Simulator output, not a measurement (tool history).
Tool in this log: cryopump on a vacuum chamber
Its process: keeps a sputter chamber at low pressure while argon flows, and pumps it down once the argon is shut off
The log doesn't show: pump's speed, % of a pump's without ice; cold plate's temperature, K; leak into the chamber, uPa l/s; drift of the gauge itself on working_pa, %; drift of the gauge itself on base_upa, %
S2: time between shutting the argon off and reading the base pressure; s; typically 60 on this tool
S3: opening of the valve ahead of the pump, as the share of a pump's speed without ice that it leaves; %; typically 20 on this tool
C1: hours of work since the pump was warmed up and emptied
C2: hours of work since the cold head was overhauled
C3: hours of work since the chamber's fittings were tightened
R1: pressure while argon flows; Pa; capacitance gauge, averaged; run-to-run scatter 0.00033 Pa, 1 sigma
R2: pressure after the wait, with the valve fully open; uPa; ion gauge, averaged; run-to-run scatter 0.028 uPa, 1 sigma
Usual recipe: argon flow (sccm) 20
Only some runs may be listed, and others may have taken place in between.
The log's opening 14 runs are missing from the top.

run 15 day=28.204 | argon_flow_(sccm)=20 S2=60 S3=20 | C1=334 C2=1856 C3=1385 | R1=0.0992 R2=2.09
run 16 day=29.779 | argon_flow_(sccm)=20 S2=60 S3=20 | C1=362 C2=1884 C3=1414 | R1=0.0991 R2=2.08
run 17 day=32.654 | argon_flow_(sccm)=20 S2=60 S3=20 | C1=415 C2=1937 C3=1466 | R1=0.0989 R2=2.17
run 18 day=35.654 | argon_flow_(sccm)=20 S2=60 S3=20 | C1=469 C2=1991 C3=1521 | R1=0.0990 R2=2.14
run 19 day=38.012 | argon_flow_(sccm)=20 S2=42 S3=20 | C1=512 C2=2034 C3=1564 | R1=0.0993 R2=2.66
run 20 day=40.150 | argon_flow_(sccm)=14 S2=32 S3=33 | C1=551 C2=2073 C3=1603 | R1=0.0428 R2=3.17
run 21 day=42.696 | argon_flow_(sccm)=14 S2=32 S3=33 | C1=597 C2=2119 C3=1649 | R1=0.0430 R2=3.23
run 22 day=45.538 | argon_flow_(sccm)=14 S2=32 S3=33 | C1=649 C2=2171 C3=1701 | R1=0.0436 R2=3.30
run 23 day=47.067 | argon_flow_(sccm)=14 S2=32 S3=33 | C1=677 C2=2199 C3=1728 | R1=0.0432 R2=3.37
run 24 day=49.571 | argon_flow_(sccm)=16 S2=236 S3=44 | C1=722 C2=2244 C3=1774 | R1=0.0378 R2=1.48
-- day=50.912 pump warmed up, emptied and cooled again
run 25 day=52.883 | argon_flow_(sccm)=35 S2=22 S3=20 | C1=36 C2=2301 C3=1830 | R1=0.1705 R2=4.19
run 26 day=55.412 | argon_flow_(sccm)=9 S2=22 S3=20 | C1=82 C2=2347 C3=1876 | R1=0.0441 R2=4.12
run 27 day=57.225 | argon_flow_(sccm)=9 S2=22 S3=20 | C1=115 C2=2380 C3=1909 | R1=0.0439 R2=4.34
run 28 day=60.225 | argon_flow_(sccm)=9 S2=22 S3=20 | C1=169 C2=2434 C3=1964 | R1=0.0443 R2=4.37
run 29 day=62.921 | argon_flow_(sccm)=30 S2=197 S3=20 | C1=218 C2=2483 C3=2013 | R1=0.1469 R2=1.64
run 30 day=65.550 | argon_flow_(sccm)=9 S2=60 S3=20 | C1=266 C2=2531 C3=2061 | R1=0.0444 R2=2.40
run 31 day=68.608 | argon_flow_(sccm)=27 S2=166 S3=53 | C1=322 C2=2587 C3=2116 | R1=0.0518 R2=1.80
run 32 day=70.275 | argon_flow_(sccm)=27 S2=166 S3=53 | C1=352 C2=2617 C3=2147 | R1=0.0522 R2=1.89
run 33 day=72.271 | argon_flow_(sccm)=8 S2=60 S3=59 | C1=389 C2=2653 C3=2183 | R1=0.0138 R2=2.56

Here are 4 independent what-if runs from the current tool condition. What would each one return?
run A day=74.721 | argon_flow_(sccm)=32 S2=224 S3=26 | C1=433 C2=2698 C3=2228 | R1=? R2=?
run B day=74.721 | argon_flow_(sccm)=14 S2=60 S3=20 | C1=433 C2=2698 C3=2228 | R1=? R2=?
run C day=74.721 | argon_flow_(sccm)=20 S2=60 S3=26 | C1=433 C2=2698 C3=2228 | R1=? R2=?
run D day=74.721 | argon_flow_(sccm)=14 S2=60 S3=59 | C1=433 C2=2698 C3=2228 | R1=? R2=?

run=A R1=0.1226 R2=1.82
run=B R1=0.0695 R2=2.61
run=C R1=0.0767 R2=2.55
run=D R1=0.0245 R2=2.59
Take away the tool's hidden state, keep each run's random variation, and the runs would have read:
run=A R1=0.1191 R2=0.49
run=B R1=0.0680 R2=1.29
run=C R1=0.0745 R2=1.25
run=D R1=0.0230 R2=1.27

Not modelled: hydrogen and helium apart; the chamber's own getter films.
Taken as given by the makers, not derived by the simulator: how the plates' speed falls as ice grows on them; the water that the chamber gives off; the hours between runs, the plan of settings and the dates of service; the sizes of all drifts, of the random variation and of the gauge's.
